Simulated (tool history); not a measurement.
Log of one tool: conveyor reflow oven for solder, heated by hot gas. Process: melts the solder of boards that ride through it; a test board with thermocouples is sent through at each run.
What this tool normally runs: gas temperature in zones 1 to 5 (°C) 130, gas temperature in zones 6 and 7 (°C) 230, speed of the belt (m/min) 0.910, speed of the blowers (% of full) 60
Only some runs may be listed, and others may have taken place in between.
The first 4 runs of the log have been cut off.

run	hour	gas temperature in zones 1 to 5 (°C)	gas temperature in zones 6 and 7 (°C)	speed of the belt (m/min)	speed of the blowers (% of full)	hours of work since the flux was cleaned out	hours of work since the belt drive was overhauled	hours of work since the thermocouples were changed	highest temperature of the board (°C)	time above the solder's melting point (s)
5	89.0	130	230	0.910	60	77	77	207	209.6	32.5
6	119.1	134	230	0.910	60	100	100	231	210.7	33.9
7	146.9	130	230	0.933	60	122	122	253	208.9	31.0
8	162.3	120	230	0.910	60	134	134	265	208.1	29.1
9	188.9	120	230	0.910	60	155	155	286	207.6	29.1
10	215.1	120	230	0.910	60	176	176	307	207.6	29.1
11	228.7	130	232	0.910	60	187	187	317	210.8	33.5
# hour 236.9: flux residue cleaned out of gas plates and filters
12	263.0	130	232	0.910	60	21	210	340	211.5	33.7
13	283.2	130	230	0.910	78	36	226	356	215.7	37.4
14	298.2	130	230	0.910	78	48	237	368	215.6	37.3
15	321.8	130	230	0.910	78	67	256	387	215.8	37.2
16	344.5	139	230	0.910	78	85	274	404	217.0	40.0
17	359.3	139	230	0.910	78	96	286	416	216.9	40.1
18	382.3	126	230	0.910	80	114	304	434	215.1	36.6
19	395.7	126	230	0.910	80	125	314	445	215.8	36.5
20	408.2	143	231	0.910	60	135	324	455	213.3	38.1
21	438.8	133	231	0.910	60	159	348	479	210.8	34.2

Run 22 is up next; what results do you expect?
22	462.8	143	220	0.864	84	178	367	498	?	?

Run 22 gave highest temperature of the board (°C) 210.9, time above the solder's melting point (s) 40.7.
Were there no unlogged condition in the tool, this run, its random variation unchanged, would have produced highest temperature of the board (°C) 211.1, time above the solder's melting point (s) 40.8.
